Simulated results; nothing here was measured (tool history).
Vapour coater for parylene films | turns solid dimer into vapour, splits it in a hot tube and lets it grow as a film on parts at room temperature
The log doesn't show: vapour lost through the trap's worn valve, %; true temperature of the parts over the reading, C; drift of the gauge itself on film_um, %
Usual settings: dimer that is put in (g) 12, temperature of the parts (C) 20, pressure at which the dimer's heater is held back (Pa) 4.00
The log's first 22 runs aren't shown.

| run | hour | dimer that is put in (g) | temperature of the parts (C) | pressure at which the dimer's heater is held back (Pa) | hours of work since the trap's valve was overhauled | hours of work since the table's thermometer was calibrated | thickness of the film (µm) |
|---|---|---|---|---|---|---|---|
| 23 | 482.4 | 12 | 20 | 4.00 | 495 | 830 | 2.98 |
| 24 | 506.6 | 12 | 18 | 7.57 | 517 | 852 | 3.03 |
| 25 | 528.1 | 12 | 24 | 8.81 | 536 | 871 | 2.36 |
| 26 | 545.1 | 5 | 28 | 4.56 | 551 | 886 | 0.89 |
| 27 | 576.5 | 5 | 19 | 4.41 | 578 | 913 | 1.29 |
| 28 | 593.2 | 12 | 14 | 3.32 | 593 | 928 | 3.84 |
| 29 | 621.2 | 10 | 20 | 10.69 | 618 | 953 | 2.24 |
| 30 | 637.7 | 12 | 20 | 8.99 | 633 | 967 | 2.74 |
| 31 | 651.7 | 12 | 20 | 8.99 | 645 | 980 | 2.72 |
| 32 | 670.8 | 12 | 15 | 4.00 | 662 | 997 | 3.62 |
|  | 676.9 | trap's valve overhauled |
|  | 690.7 | table's thermometer calibrated |
| 33 | 700.7 | 11 | 23 | 4.44 | 20 | 9 | 2.53 |
| 34 | 729.6 | 11 | 23 | 4.44 | 46 | 34 | 2.53 |
| 35 | 751.4 | 11 | 23 | 4.44 | 65 | 54 | 2.55 |
| 36 | 776.3 | 10 | 16 | 2.52 | 87 | 76 | 3.22 |
| 37 | 796.5 | 11 | 15 | 4.24 | 105 | 93 | 3.46 |
| 38 | 822.7 | 5 | 15 | 4.24 | 128 | 117 | 1.58 |
| 39 | 849.7 | 20 | 27 | 4.24 | 152 | 140 | 3.90 |
| 40 | 864.3 | 20 | 27 | 4.24 | 164 | 153 | 3.91 |
| 41 | 881.7 | 12 | 19 | 4.00 | 180 | 169 | 3.26 |
| 42 | 910.5 | 8 | 19 | 4.00 | 205 | 194 | 2.14 |
| 43 | 933.6 | 14 | 16 | 3.49 | 226 | 214 | 4.31 |
| 44 | 947.9 | 14 | 16 | 3.49 | 238 | 227 | 4.27 |
| 45 | 964.7 | 14 | 16 | 3.49 | 253 | 242 | 4.28 |
| 46 | 988.3 | 18 | 20 | 4.00 | 274 | 263 | 4.63 |

5 ways to go on from here, each from the tool as it stands after run 46. What would each give?
| A | 1005.7 | 12 | 20 | 2.20 | 289 | 278 | ? |
| B | 1005.7 | 9 | 20 | 4.00 | 289 | 278 | ? |
| C | 1005.7 | 7 | 20 | 8.41 | 289 | 278 | ? |
| D | 1005.7 | 18 | 15 | 4.00 | 289 | 278 | ? |
| E | 1005.7 | 18 | 30 | 3.00 | 289 | 278 | ? |

| run | thickness of the film (µm) |
|---|---|
| A | 3.27 |
| B | 2.31 |
| C | 1.68 |
| D | 5.58 |
| E | 3.19 |
Without the tool's hidden state the same runs would have given:
| run | thickness of the film (µm) |
|---|---|
| A | 3.38 |
| B | 2.39 |
| C | 1.74 |
| D | 5.77 |
| E | 3.30 |

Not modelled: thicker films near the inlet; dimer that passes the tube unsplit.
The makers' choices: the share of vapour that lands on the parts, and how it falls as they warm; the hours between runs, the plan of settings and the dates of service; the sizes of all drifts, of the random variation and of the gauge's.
